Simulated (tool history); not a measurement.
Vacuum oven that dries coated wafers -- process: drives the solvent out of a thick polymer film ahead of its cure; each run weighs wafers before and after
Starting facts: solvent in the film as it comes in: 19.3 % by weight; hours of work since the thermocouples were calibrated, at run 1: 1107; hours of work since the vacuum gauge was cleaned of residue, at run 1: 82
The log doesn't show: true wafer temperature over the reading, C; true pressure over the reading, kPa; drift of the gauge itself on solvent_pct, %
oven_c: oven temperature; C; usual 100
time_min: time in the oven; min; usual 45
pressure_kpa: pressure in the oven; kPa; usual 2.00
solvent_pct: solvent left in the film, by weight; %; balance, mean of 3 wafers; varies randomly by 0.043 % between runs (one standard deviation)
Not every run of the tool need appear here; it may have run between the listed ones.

run,hour,oven_c,time_min,pressure_kpa,hours of work since the thermocouples were calibrated,hours of work since the vacuum gauge was cleaned of residue,solvent_pct
1,0.0,100,45,2.00,1107,82,4.41
2,10.1,100,55,2.00,1114,89,3.59
3,20.9,100,55,2.00,1120,95,3.50
4,33.7,100,55,2.00,1129,103,3.51
5,45.6,100,55,5.03,1136,111,5.23
6,55.9,100,55,5.03,1143,117,5.18
7,64.7,100,55,5.03,1148,123,5.09
8,77.8,100,55,5.03,1156,131,5.05
9,85.8,100,31,5.03,1161,136,7.72
10,98.7,100,31,5.03,1170,144,7.79
11,107.9,100,45,5.03,1175,150,5.93
12,121.7,100,45,5.03,1184,159,5.93
13,128.9,100,45,5.03,1189,164,6.00
14,135.2,100,45,2.00,1193,168,4.50
15,141.4,100,45,2.00,1197,171,4.43
16,150.4,100,45,2.00,1202,177,4.38
17,163.7,100,45,2.00,1211,186,4.41
18,173.0,100,45,2.00,1216,191,4.36
19,184.4,100,45,2.00,1224,199,4.42
20,197.8,100,46,2.00,1232,207,4.34
21,211.1,100,45,1.41,1241,215,4.14
22,217.1,100,45,1.41,1244,219,4.11
23,228.0,100,25,2.69,1251,226,7.76
24,236.1,111,53,2.69,1256,231,1.94
25,249.5,92,41,1.02,1265,240,6.57
26,261.1,92,41,1.02,1272,247,6.71
27,272.6,92,41,1.02,1279,254,6.78
28,281.3,92,41,1.02,1285,260,6.69
29,289.7,92,41,1.02,1290,265,6.65
30,296.9,92,41,1.02,1295,270,6.65
31,308.4,90,78,2.00,1302,277,4.59
32,323.3,90,78,2.00,1311,286,4.59
33,332.2,88,23,6.47,1317,292,13.06
34,344.8,88,23,6.47,1325,300,13.02
35,353.6,88,23,6.47,1330,305,13.25
36,361.5,100,29,1.61,1335,310,6.53
37,367.8,85,39,1.78,1339,314,9.55
38,376.0,96,58,1.72,1345,320,4.10
39,386.4,88,29,1.72,1351,326,10.00
40,398.0,88,35,7.23,1359,333,11.98
41,412.1,88,35,7.23,1367,342,12.12
42,426.3,88,35,7.23,1376,351,12.00
43,440.2,106,46,7.23,1385,360,5.14
44,447.9,115,45,7.96,1390,365,3.49

For some of the steps in solvent_pct from one run to the next: how much would appear even if the tool had no hidden state, given the settings, what came in and random variation, and how much remains for the hidden state plus any gauge scatter that the measured result and the result without hidden state don't share?
Run 23 -> 24: oven_c 100 -> 111, time_min 25 -> 53. solvent_pct -5.82 %: hidden state +0.25, all else -6.07.
Run 24 -> 25: oven_c 111 -> 92, time_min 53 -> 41, pressure_kpa 2.69 -> 1.02. solvent_pct +4.63 %: hidden state -0.26, all else +4.89.
Run 32 -> 33: oven_c 90 -> 88, time_min 78 -> 23, pressure_kpa 2.00 -> 6.47. solvent_pct +8.47 %: hidden state +0.04, all else +8.43.
Run 35 -> 36: oven_c 88 -> 100, time_min 23 -> 29, pressure_kpa 6.47 -> 1.61. solvent_pct -6.72 %: hidden state -0.04, all else -6.68.
Run 42 -> 43: oven_c 88 -> 106, time_min 35 -> 46. solvent_pct -6.86 %: hidden state +0.09, all else -6.95.
Run 43 -> 44: oven_c 106 -> 115, time_min 46 -> 45, pressure_kpa 7.23 -> 7.96. solvent_pct -1.65 %: hidden state +0.18, all else -1.83.
